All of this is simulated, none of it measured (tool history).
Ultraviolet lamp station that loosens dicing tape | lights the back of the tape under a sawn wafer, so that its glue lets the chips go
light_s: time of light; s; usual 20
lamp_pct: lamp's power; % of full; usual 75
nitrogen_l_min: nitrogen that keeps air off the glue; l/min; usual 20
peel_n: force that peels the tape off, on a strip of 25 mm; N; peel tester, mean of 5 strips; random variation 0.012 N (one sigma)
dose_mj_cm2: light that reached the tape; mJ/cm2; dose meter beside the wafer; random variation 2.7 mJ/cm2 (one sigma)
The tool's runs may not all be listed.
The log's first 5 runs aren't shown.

Run 6, hour 47.0: usual settings. Result: peel_n 0.565 N, dose_mj_cm2 365 mJ/cm2.
Run 7, hour 56.1: usual settings. Result: peel_n 0.582 N, dose_mj_cm2 368 mJ/cm2.
Run 8, hour 66.3: usual settings. Result: peel_n 0.555 N, dose_mj_cm2 366 mJ/cm2.
Run 9, hour 78.3: usual settings. Result: peel_n 0.567 N, dose_mj_cm2 364 mJ/cm2.
Run 10, hour 85.4: usual settings. Result: peel_n 0.570 N, dose_mj_cm2 362 mJ/cm2.
Run 11, hour 92.4: usual settings but nitrogen_l_min 37 l/min. Result: peel_n 0.419 N, dose_mj_cm2 360 mJ/cm2.
Run 12, hour 105.9: usual settings but lamp_pct 62 % of full. Result: peel_n 0.784 N, dose_mj_cm2 299 mJ/cm2.
Run 13, hour 113.1: usual settings but lamp_pct 62 % of full, nitrogen_l_min 14 l/min. Result: peel_n 0.876 N, dose_mj_cm2 303 mJ/cm2.
Run 14, hour 126.4: usual settings but nitrogen_l_min 8 l/min. Result: peel_n 0.925 N, dose_mj_cm2 361 mJ/cm2.
Run 15, hour 136.9: usual settings but nitrogen_l_min 8 l/min. Result: peel_n 0.954 N, dose_mj_cm2 369 mJ/cm2.
Run 16, hour 150.3: usual settings but nitrogen_l_min 8 l/min. Result: peel_n 0.949 N, dose_mj_cm2 367 mJ/cm2.
Run 17, hour 161.0: usual settings but nitrogen_l_min 8 l/min. Result: peel_n 0.930 N, dose_mj_cm2 368 mJ/cm2.
Run 18, hour 173.4: usual settings but light_s 18 s, lamp_pct 76 % of full, nitrogen_l_min 28 l/min. Result: peel_n 0.566 N, dose_mj_cm2 335 mJ/cm2.
Run 19, hour 187.1: usual settings but light_s 38 s, lamp_pct 95 % of full, nitrogen_l_min 12 l/min. Result: peel_n 0.194 N, dose_mj_cm2 878 mJ/cm2.
Run 20, hour 193.5: usual settings but light_s 38 s, lamp_pct 95 % of full, nitrogen_l_min 12 l/min. Result: peel_n 0.202 N, dose_mj_cm2 882 mJ/cm2.
Run 21, hour 201.3: usual settings but light_s 38 s, lamp_pct 95 % of full, nitrogen_l_min 12 l/min. Result: peel_n 0.194 N, dose_mj_cm2 879 mJ/cm2.
Run 22, hour 215.1: usual settings but light_s 22 s, nitrogen_l_min 33 l/min. Result: peel_n 0.366 N, dose_mj_cm2 400 mJ/cm2.
Run 23, hour 224.0: usual settings but light_s 22 s, nitrogen_l_min 33 l/min. Result: peel_n 0.376 N, dose_mj_cm2 404 mJ/cm2.
Run 24, hour 235.6: usual settings but light_s 10 s, lamp_pct 68 % of full, nitrogen_l_min 26 l/min. Result: peel_n 1.371 N, dose_mj_cm2 160 mJ/cm2.
Run 25, hour 242.0: usual settings but light_s 10 s, lamp_pct 68 % of full, nitrogen_l_min 26 l/min. Result: peel_n 1.409 N, dose_mj_cm2 165 mJ/cm2.
Run 26, hour 255.7: usual settings but light_s 16 s, lamp_pct 85 % of full, nitrogen_l_min 8 l/min. Result: peel_n 1.062 N, dose_mj_cm2 327 mJ/cm2.
Run 27, hour 267.0: usual settings but light_s 16 s, lamp_pct 85 % of full, nitrogen_l_min 8 l/min. Result: peel_n 1.049 N, dose_mj_cm2 333 mJ/cm2.
Run 28, hour 280.5: usual settings but light_s 15 s, lamp_pct 93 % of full. Result: peel_n 0.640 N, dose_mj_cm2 336 mJ/cm2.
Run 29, hour 293.3: usual settings but light_s 15 s, lamp_pct 61 % of full, nitrogen_l_min 17 l/min. Result: peel_n 1.178 N, dose_mj_cm2 219 mJ/cm2.

Forecast run 30:
Run 30, hour 300.2: usual settings but light_s 15 s, lamp_pct 61 % of full, nitrogen_l_min 17 l/min. Result: peel_n ?, dose_mj_cm2 ?.

peel_n: 1.202 N
dose_mj_cm2: 223 mJ/cm2
Without the tool's hidden state the same run would have given peel_n 1.200 N, dose_mj_cm2 223 mJ/cm2.

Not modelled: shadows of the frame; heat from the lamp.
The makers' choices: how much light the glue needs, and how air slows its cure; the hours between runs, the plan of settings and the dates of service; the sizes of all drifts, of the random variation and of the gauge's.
